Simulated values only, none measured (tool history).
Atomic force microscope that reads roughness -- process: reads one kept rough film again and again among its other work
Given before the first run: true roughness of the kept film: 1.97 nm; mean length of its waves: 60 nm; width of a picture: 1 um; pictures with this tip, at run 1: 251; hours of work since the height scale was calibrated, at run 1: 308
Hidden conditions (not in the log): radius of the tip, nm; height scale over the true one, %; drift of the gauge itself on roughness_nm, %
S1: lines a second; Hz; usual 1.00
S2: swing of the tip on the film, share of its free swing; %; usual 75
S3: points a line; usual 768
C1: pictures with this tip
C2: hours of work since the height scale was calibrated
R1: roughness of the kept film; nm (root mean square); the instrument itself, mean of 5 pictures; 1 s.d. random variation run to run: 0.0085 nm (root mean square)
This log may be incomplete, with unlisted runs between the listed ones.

run 1 hour=0.0 | S1=1.00 S2=75 S3=768 | C1=251 C2=308 | R1=1.854
run 2 hour=16.4 | S1=1.00 S2=75 S3=768 | C1=277 C2=320 | R1=1.855
-- hour=19.8 new tip fitted
run 3 hour=32.6 | S1=1.00 S2=75 S3=768 | C1=20 C2=332 | R1=1.857
run 4 hour=43.0 | S1=1.00 S2=74 S3=768 | C1=37 C2=340 | R1=1.863
run 5 hour=55.9 | S1=1.00 S2=75 S3=598 | C1=57 C2=349 | R1=1.852
run 6 hour=69.8 | S1=1.00 S2=75 S3=598 | C1=79 C2=360 | R1=1.859
run 7 hour=81.6 | S1=1.00 S2=75 S3=598 | C1=97 C2=368 | R1=1.852
run 8 hour=92.6 | S1=1.00 S2=75 S3=598 | C1=115 C2=377 | R1=1.869
run 9 hour=107.0 | S1=1.00 S2=74 S3=598 | C1=137 C2=387 | R1=1.872
run 10 hour=115.6 | S1=1.00 S2=74 S3=598 | C1=151 C2=394 | R1=1.862
run 11 hour=127.7 | S1=1.00 S2=74 S3=598 | C1=170 C2=403 | R1=1.850
run 12 hour=137.1 | S1=1.00 S2=74 S3=598 | C1=184 C2=410 | R1=1.864
run 13 hour=148.4 | S1=1.00 S2=74 S3=598 | C1=202 C2=419 | R1=1.860
run 14 hour=165.3 | S1=1.16 S2=74 S3=598 | C1=228 C2=431 | R1=1.854
run 15 hour=183.4 | S1=1.00 S2=75 S3=768 | C1=257 C2=445 | R1=1.852
run 16 hour=192.2 | S1=1.00 S2=75 S3=768 | C1=271 C2=451 | R1=1.861
-- hour=198.5 new tip fitted
run 17 hour=202.8 | S1=1.00 S2=75 S3=768 | C1=7 C2=459 | R1=1.863
run 18 hour=213.2 | S1=1.00 S2=75 S3=768 | C1=23 C2=467 | R1=1.864
run 19 hour=223.1 | S1=1.00 S2=75 S3=768 | C1=38 C2=474 | R1=1.874
run 20 hour=236.9 | S1=1.00 S2=74 S3=507 | C1=60 C2=484 | R1=1.854
run 21 hour=253.1 | S1=1.00 S2=74 S3=507 | C1=85 C2=497 | R1=1.871
run 22 hour=270.5 | S1=1.00 S2=75 S3=651 | C1=113 C2=510 | R1=1.847
run 23 hour=277.9 | S1=1.00 S2=56 S3=668 | C1=124 C2=515 | R1=1.906
run 24 hour=285.8 | S1=2.35 S2=61 S3=586 | C1=137 C2=521 | R1=1.839
run 25 hour=301.8 | S1=2.35 S2=61 S3=753 | C1=162 C2=533 | R1=1.869
run 26 hour=313.7 | S1=2.35 S2=61 S3=753 | C1=180 C2=542 | R1=1.862
run 27 hour=326.4 | S1=2.35 S2=61 S3=631 | C1=200 C2=552 | R1=1.855
run 28 hour=338.7 | S1=1.02 S2=87 S3=849 | C1=220 C2=561 | R1=1.820
run 29 hour=356.8 | S1=1.02 S2=87 S3=849 | C1=248 C2=574 | R1=1.802

The next listed run, before its measurement:
run 30 hour=369.6 | S1=1.00 S2=75 S3=259 | C1=268 C2=584 | R1=?

R1: 1.840 nm (root mean square)
Take away the tool's hidden state, keep the run-to-run variation as it was, and the same run would have given R1 1.845 nm (root mean square).

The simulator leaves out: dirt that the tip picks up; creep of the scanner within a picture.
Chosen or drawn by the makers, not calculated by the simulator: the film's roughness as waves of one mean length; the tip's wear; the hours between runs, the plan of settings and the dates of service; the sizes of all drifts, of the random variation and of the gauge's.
